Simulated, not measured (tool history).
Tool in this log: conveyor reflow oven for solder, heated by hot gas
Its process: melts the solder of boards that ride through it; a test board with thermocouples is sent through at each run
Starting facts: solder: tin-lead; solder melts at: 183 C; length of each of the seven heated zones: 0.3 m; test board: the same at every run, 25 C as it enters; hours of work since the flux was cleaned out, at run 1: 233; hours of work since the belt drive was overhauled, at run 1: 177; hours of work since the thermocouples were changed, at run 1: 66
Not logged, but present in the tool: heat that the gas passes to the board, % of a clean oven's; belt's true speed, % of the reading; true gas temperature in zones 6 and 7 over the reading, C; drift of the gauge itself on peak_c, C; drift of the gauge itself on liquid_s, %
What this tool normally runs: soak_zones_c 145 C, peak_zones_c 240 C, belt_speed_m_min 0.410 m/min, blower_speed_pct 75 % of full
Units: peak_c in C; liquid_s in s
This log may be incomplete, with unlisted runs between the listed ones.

run   hour  soak_zones_c  peak_zones_c  belt_speed_m_min  blower_speed_pct  hours of work since the flux was cleaned out  hours of work since the belt drive was overhauled  hours of work since the thermocouples were changed  peak_c  liquid_s
  1    0.0           145           240             0.410                75                                           233                                                177                                                  66   228.9      78.1
  2   10.3           145           240             0.410                75                                           239                                                183                                                  72   229.1      78.4
  3   20.2           145           240             0.445                75                                           245                                                189                                                  78   226.3      70.8
  4   27.1           145           240             0.410                65                                           249                                                193                                                  82   226.9      77.2
  5   34.3           145           240             0.410                65                                           253                                                197                                                  86   227.2      77.2
  6   43.5           145           240             0.410                75                                           258                                                203                                                  91   228.6      78.1
  7   49.9           145           240             0.410                75                                           262                                                206                                                  95   229.1      78.5
  8   58.2           145           240             0.410                66                                           267                                                211                                                 100   227.7      77.8
      63.0  -- belt drive overhauled, speed set with a stopwatch
  9   69.8           145           240             0.410                75                                           272                                                  4                                                 104   228.1      78.6
 10   80.5           145           240             0.410                75                                           278                                                 10                                                 111   229.4      78.3
 11   86.5           146           240             0.360                87                                           281                                                 14                                                 114   233.6      92.8
 12   93.1           144           248             0.423                66                                           285                                                 18                                                 118   233.6      78.6
     106.4  -- belt drive overhauled, speed set with a stopwatch, once more
 13  106.5           142           235             0.385                66                                           291                                                  0                                                 124   223.6      78.6
 14  115.0           142           232             0.482                66                                           296                                                  5                                                 129   214.7      54.8
 15  124.3           145           240             0.403                90                                           301                                                 11                                                 134   231.5      81.4
 16  134.5           145           240             0.403                90                                           307                                                 17                                                 140   231.5      81.0
 17  145.2           131           242             0.344                81                                           314                                                 23                                                 146   234.0      91.2
 18  152.8           155           240             0.375                75                                           318                                                 27                                                 151   232.0      91.6
 19  162.2           155           240             0.375                75                                           324                                                 33                                                 156   231.6      92.1
 20  172.7           153           240             0.396                82                                           330                                                 39                                                 163   231.6      85.9

Below are 4 alternative next runs, each starting from the tool's condition after run 20. Predict each:
  A  179.4           153           240             0.481                82                                           334                                                 43                                                 167       ?         ?
  B  179.4           145           240             0.384                75                                           334                                                 43                                                 167       ?         ?
  C  179.4           145           236             0.443                70                                           334                                                 43                                                 167       ?         ?
  D  179.4           153           236             0.452                73                                           334                                                 43                                                 167       ?         ?

run  peak_c  liquid_s
  A   226.6      68.5
  B   230.4      84.6
  C   222.2      67.3
  D   223.0      70.4
With the hidden condition removed and each run's random variation left untouched, the same runs would have given:
run  peak_c  liquid_s
  A   228.2      69.3
  B   231.5      85.3
  C   223.6      68.5
  D   224.3      71.4

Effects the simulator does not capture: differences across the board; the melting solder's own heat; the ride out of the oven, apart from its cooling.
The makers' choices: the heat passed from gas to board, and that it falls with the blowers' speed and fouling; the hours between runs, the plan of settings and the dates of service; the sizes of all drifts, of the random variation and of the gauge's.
